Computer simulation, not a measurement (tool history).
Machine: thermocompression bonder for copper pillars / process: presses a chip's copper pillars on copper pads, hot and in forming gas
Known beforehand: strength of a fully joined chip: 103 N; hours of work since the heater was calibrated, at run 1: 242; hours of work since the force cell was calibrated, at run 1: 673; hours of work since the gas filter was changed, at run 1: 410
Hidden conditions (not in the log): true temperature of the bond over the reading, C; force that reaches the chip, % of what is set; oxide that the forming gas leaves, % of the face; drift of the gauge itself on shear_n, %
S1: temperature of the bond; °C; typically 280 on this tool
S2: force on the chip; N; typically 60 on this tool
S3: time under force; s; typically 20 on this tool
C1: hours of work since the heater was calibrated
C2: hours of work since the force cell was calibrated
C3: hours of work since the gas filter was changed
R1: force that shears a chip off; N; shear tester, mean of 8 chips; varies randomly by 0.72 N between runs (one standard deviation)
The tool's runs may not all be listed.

run 1 day=0.000 | S1=280 S2=60 S3=20 | C1=242 C2=673 C3=410 | R1=66.3
run 2 day=0.988 | S1=280 S2=60 S3=20 | C1=256 C2=686 C3=423 | R1=64.7
run 3 day=1.908 | S1=280 S2=60 S3=20 | C1=268 C2=699 C3=436 | R1=65.5
run 4 day=2.675 | S1=280 S2=60 S3=20 | C1=279 C2=709 C3=446 | R1=64.2
run 5 day=3.421 | S1=280 S2=60 S3=24 | C1=289 C2=720 C3=457 | R1=69.9
run 6 day=4.046 | S1=280 S2=60 S3=20 | C1=297 C2=728 C3=465 | R1=66.3
-- day=4.379 force cell calibrated
run 7 day=4.792 | S1=276 S2=60 S3=20 | C1=307 C2=6 C3=475 | R1=67.5
run 8 day=5.429 | S1=276 S2=60 S3=20 | C1=315 C2=14 C3=483 | R1=66.2
-- day=5.838 forming gas filter changed
run 9 day=6.283 | S1=276 S2=57 S3=20 | C1=327 C2=26 C3=6 | R1=65.1
-- day=7.196 force cell calibrated, once more
run 10 day=7.196 | S1=276 S2=57 S3=20 | C1=339 C2=0 C3=18 | R1=58.2
run 11 day=7.671 | S1=276 S2=57 S3=20 | C1=345 C2=7 C3=24 | R1=56.5
run 12 day=8.221 | S1=276 S2=57 S3=20 | C1=353 C2=14 C3=32 | R1=58.0
run 13 day=9.208 | S1=280 S2=60 S3=20 | C1=366 C2=28 C3=45 | R1=63.5
run 14 day=9.858 | S1=280 S2=60 S3=20 | C1=375 C2=36 C3=54 | R1=63.3
run 15 day=10.308 | S1=280 S2=60 S3=20 | C1=381 C2=43 C3=60 | R1=62.9
run 16 day=10.762 | S1=280 S2=60 S3=20 | C1=387 C2=49 C3=67 | R1=62.9
run 17 day=11.267 | S1=280 S2=60 S3=20 | C1=394 C2=56 C3=73 | R1=62.6
run 18 day=11.888 | S1=280 S2=60 S3=21 | C1=403 C2=64 C3=82 | R1=64.4
run 19 day=12.442 | S1=280 S2=87 S3=20 | C1=410 C2=72 C3=90 | R1=82.2
run 20 day=13.308 | S1=280 S2=60 S3=10 | C1=422 C2=84 C3=101 | R1=50.6
run 21 day=13.950 | S1=287 S2=79 S3=23 | C1=431 C2=92 C3=110 | R1=83.4
run 22 day=14.512 | S1=287 S2=79 S3=23 | C1=439 C2=100 C3=118 | R1=83.0
run 23 day=15.396 | S1=263 S2=88 S3=20 | C1=451 C2=112 C3=130 | R1=77.4
run 24 day=16.396 | S1=274 S2=62 S3=13 | C1=464 C2=126 C3=144 | R1=55.1
run 25 day=16.846 | S1=280 S2=46 S3=14 | C1=471 C2=132 C3=150 | R1=42.9
run 26 day=17.671 | S1=280 S2=46 S3=14 | C1=482 C2=143 C3=161 | R1=42.8
run 27 day=18.583 | S1=280 S2=60 S3=13 | C1=494 C2=156 C3=174 | R1=55.4
run 28 day=19.462 | S1=280 S2=60 S3=13 | C1=506 C2=168 C3=186 | R1=55.8

Run 29 comes next. What will it give?
run 29 day=19.971 | S1=289 S2=60 S3=20 | C1=513 C2=175 C3=193 | R1=?

For run 29 the tool returned R1 67.7 N.
Take away the tool's hidden state, keep the run-to-run variation as it was, and the same run would have given R1 64.5 N.

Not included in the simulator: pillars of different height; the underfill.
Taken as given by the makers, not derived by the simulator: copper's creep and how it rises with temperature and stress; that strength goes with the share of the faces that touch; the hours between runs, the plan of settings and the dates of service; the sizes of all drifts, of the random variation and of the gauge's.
